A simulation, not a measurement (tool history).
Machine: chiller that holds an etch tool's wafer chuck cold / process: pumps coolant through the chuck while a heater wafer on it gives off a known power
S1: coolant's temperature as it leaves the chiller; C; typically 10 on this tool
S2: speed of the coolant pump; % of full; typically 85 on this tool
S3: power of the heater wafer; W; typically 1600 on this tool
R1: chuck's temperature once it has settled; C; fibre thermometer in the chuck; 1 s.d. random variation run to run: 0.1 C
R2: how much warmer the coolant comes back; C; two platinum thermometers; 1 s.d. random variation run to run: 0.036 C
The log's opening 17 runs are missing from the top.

run 18 hour=2464.1 | S1=10 S2=85 S3=1225 | R1=19.2 R2=5.31
run 19 hour=2607.0 | S1=10 S2=76 S3=1316 | R1=20.5 R2=6.29
run 20 hour=2778.0 | S1=10 S2=76 S3=1316 | R1=20.7 R2=6.34
run 21 hour=2985.4 | S1=10 S2=76 S3=1316 | R1=20.8 R2=6.41
-- hour=3000.9 chiller's thermometer calibrated
run 22 hour=3092.4 | S1=16 S2=62 S3=1513 | R1=30.9 R2=8.94
run 23 hour=3256.2 | S1=10 S2=82 S3=1612 | R1=23.2 R2=7.27
run 24 hour=3374.8 | S1=10 S2=82 S3=1612 | R1=23.2 R2=7.36
run 25 hour=3490.2 | S1=10 S2=89 S3=2105 | R1=26.4 R2=8.83
run 26 hour=3647.3 | S1=10 S2=89 S3=2105 | R1=26.7 R2=8.82
run 27 hour=3810.1 | S1=10 S2=86 S3=829 | R1=16.7 R2=3.59
run 28 hour=3932.2 | S1=10 S2=86 S3=829 | R1=16.7 R2=3.63
run 29 hour=4110.0 | S1=8 S2=93 S3=1022 | R1=15.9 R2=4.24
run 30 hour=4229.6 | S1=8 S2=82 S3=1534 | R1=21.2 R2=7.07
run 31 hour=4373.2 | S1=15 S2=85 S3=1201 | R1=25.0 R2=5.41

Forecast each of these 4 alternatives for the next run:
-- hour=4402.1 coolant changed, channels flushed
run A hour=4534.9 | S1=19 S2=66 S3=1481 | R1=? R2=?
-- hour=4402.1 coolant changed, channels flushed
run B hour=4534.9 | S1=7 S2=70 S3=967 | R1=? R2=?
-- hour=4402.1 coolant changed, channels flushed
run C hour=4534.9 | S1=10 S2=85 S3=1542 | R1=? R2=?
-- hour=4402.1 coolant changed, channels flushed
run D hour=4534.9 | S1=3 S2=85 S3=918 | R1=? R2=?

run=A R1=32.3 R2=8.50
run=B R1=15.3 R2=5.24
run=C R1=21.5 R2=6.93
run=D R1=9.7 R2=4.13
Stripped of hidden state, with their random variation kept, the same runs would have yielded:
run=A R1=31.6 R2=7.80
run=B R1=14.9 R2=4.81
run=C R1=21.0 R2=6.36
run=D R1=9.5 R2=3.79

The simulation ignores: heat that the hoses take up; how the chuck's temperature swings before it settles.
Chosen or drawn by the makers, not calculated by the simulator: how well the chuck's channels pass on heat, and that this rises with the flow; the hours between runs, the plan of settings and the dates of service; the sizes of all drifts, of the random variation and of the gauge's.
